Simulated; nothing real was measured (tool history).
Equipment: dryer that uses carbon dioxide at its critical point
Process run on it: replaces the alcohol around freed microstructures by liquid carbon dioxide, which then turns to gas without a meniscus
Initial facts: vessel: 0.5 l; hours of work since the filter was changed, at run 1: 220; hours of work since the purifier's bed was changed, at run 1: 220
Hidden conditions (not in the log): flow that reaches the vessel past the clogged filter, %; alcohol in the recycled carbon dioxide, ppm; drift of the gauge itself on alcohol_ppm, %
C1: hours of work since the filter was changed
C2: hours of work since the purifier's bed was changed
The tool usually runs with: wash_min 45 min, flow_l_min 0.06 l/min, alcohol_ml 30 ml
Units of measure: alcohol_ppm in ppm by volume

{"run": 1, "hour": 0.0, "wash_min": 45, "flow_l_min": 0.06, "alcohol_ml": 30, "C1": 220, "C2": 220, "alcohol_ppm": 1923}
{"run": 2, "hour": 60.5, "wash_min": 45, "flow_l_min": 0.06, "alcohol_ml": 30, "C1": 260, "C2": 260, "alcohol_ppm": 2068}
{"run": 3, "hour": 110.8, "wash_min": 45, "flow_l_min": 0.06, "alcohol_ml": 30, "C1": 293, "C2": 293, "alcohol_ppm": 2174}
{"hour": 128.8, "done": "inlet filter changed"}
{"run": 4, "hour": 181.8, "wash_min": 51, "flow_l_min": 0.06, "alcohol_ml": 30, "C1": 35, "C2": 339, "alcohol_ppm": 878}
{"run": 5, "hour": 230.1, "wash_min": 45, "flow_l_min": 0.06, "alcohol_ml": 30, "C1": 67, "C2": 371, "alcohol_ppm": 1511}
{"run": 6, "hour": 271.2, "wash_min": 45, "flow_l_min": 0.06, "alcohol_ml": 30, "C1": 94, "C2": 398, "alcohol_ppm": 1584}
{"run": 7, "hour": 339.4, "wash_min": 45, "flow_l_min": 0.06, "alcohol_ml": 30, "C1": 139, "C2": 443, "alcohol_ppm": 1749}
{"run": 8, "hour": 397.9, "wash_min": 45, "flow_l_min": 0.0475, "alcohol_ml": 30, "C1": 177, "C2": 481, "alcohol_ppm": 3967}
{"run": 9, "hour": 442.7, "wash_min": 45, "flow_l_min": 0.0475, "alcohol_ml": 30, "C1": 207, "C2": 511, "alcohol_ppm": 3938}
{"run": 10, "hour": 476.0, "wash_min": 52, "flow_l_min": 0.06, "alcohol_ml": 30, "C1": 229, "C2": 533, "alcohol_ppm": 1234}
{"run": 11, "hour": 532.9, "wash_min": 45, "flow_l_min": 0.06, "alcohol_ml": 30, "C1": 266, "C2": 570, "alcohol_ppm": 2147}
{"run": 12, "hour": 572.3, "wash_min": 45, "flow_l_min": 0.06, "alcohol_ml": 47, "C1": 292, "C2": 596, "alcohol_ppm": 3408}
{"hour": 591.4, "done": "inlet filter changed"}
{"run": 13, "hour": 617.0, "wash_min": 45, "flow_l_min": 0.06, "alcohol_ml": 47, "C1": 17, "C2": 625, "alcohol_ppm": 2235}
{"run": 14, "hour": 685.4, "wash_min": 45, "flow_l_min": 0.06, "alcohol_ml": 47, "C1": 62, "C2": 670, "alcohol_ppm": 2332}
{"run": 15, "hour": 748.7, "wash_min": 61, "flow_l_min": 0.0643, "alcohol_ml": 30, "C1": 104, "C2": 712, "alcohol_ppm": 427}

What does the tool deliver on the next run?
{"run": 16, "hour": 803.5, "wash_min": 61, "flow_l_min": 0.0643, "alcohol_ml": 30, "C1": 140, "C2": 748, "alcohol_ppm": "?"}

For run 16 the tool returned alcohol_ppm 468 ppm by volume.
Were there no unlogged condition in the tool, this run, its random variation unchanged, would have produced alcohol_ppm 227 ppm by volume.
